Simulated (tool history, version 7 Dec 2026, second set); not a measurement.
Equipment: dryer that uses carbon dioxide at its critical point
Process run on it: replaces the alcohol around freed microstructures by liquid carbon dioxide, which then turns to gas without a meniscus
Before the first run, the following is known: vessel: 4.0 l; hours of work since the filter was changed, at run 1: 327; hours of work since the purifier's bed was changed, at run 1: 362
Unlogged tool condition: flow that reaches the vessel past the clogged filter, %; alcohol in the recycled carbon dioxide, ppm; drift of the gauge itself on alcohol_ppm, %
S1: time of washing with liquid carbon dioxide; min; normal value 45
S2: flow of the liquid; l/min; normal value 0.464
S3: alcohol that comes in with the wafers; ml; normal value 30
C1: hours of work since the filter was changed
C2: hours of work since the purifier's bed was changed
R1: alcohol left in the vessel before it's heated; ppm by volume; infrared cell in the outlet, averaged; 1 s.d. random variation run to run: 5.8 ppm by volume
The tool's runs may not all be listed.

{"run": 1, "hour": 0.0, "S1": 45, "S2": 0.464, "S3": 30, "C1": 327, "C2": 362, "R1": 411}
{"run": 2, "hour": 19.0, "S1": 45, "S2": 0.464, "S3": 30, "C1": 336, "C2": 371, "R1": 417}
{"run": 3, "hour": 37.9, "S1": 45, "S2": 0.464, "S3": 30, "C1": 345, "C2": 381, "R1": 414}
{"run": 4, "hour": 65.2, "S1": 45, "S2": 0.464, "S3": 30, "C1": 359, "C2": 394, "R1": 430}
{"run": 5, "hour": 94.5, "S1": 60, "S2": 0.464, "S3": 30, "C1": 373, "C2": 408, "R1": 245}
{"run": 6, "hour": 114.2, "S1": 45, "S2": 0.464, "S3": 31, "C1": 383, "C2": 418, "R1": 442}
{"run": 7, "hour": 128.3, "S1": 45, "S2": 0.464, "S3": 31, "C1": 390, "C2": 425, "R1": 469}
{"run": 8, "hour": 144.5, "S1": 45, "S2": 0.464, "S3": 31, "C1": 398, "C2": 433, "R1": 452}
{"hour": 158.0, "done": "inlet filter changed"}
{"run": 9, "hour": 163.6, "S1": 45, "S2": 0.464, "S3": 31, "C1": 3, "C2": 442, "R1": 344}
{"run": 10, "hour": 176.7, "S1": 45, "S2": 0.464, "S3": 31, "C1": 9, "C2": 449, "R1": 339}
{"run": 11, "hour": 193.0, "S1": 68, "S2": 0.464, "S3": 30, "C1": 17, "C2": 457, "R1": 187}
{"run": 12, "hour": 210.0, "S1": 68, "S2": 0.486, "S3": 30, "C1": 26, "C2": 465, "R1": 197}
{"run": 13, "hour": 224.2, "S1": 68, "S2": 0.486, "S3": 30, "C1": 33, "C2": 472, "R1": 195}

Run 14 comes next. What will it give?
{"run": 14, "hour": 248.8, "S1": 71, "S2": 0.501, "S3": 45, "C1": 45, "C2": 484, "R1": "?"}

{"run 14": {"R1": 193}}
On a tool with no hidden condition, and with the same random variation, this run would have come out at R1 24 ppm by volume.
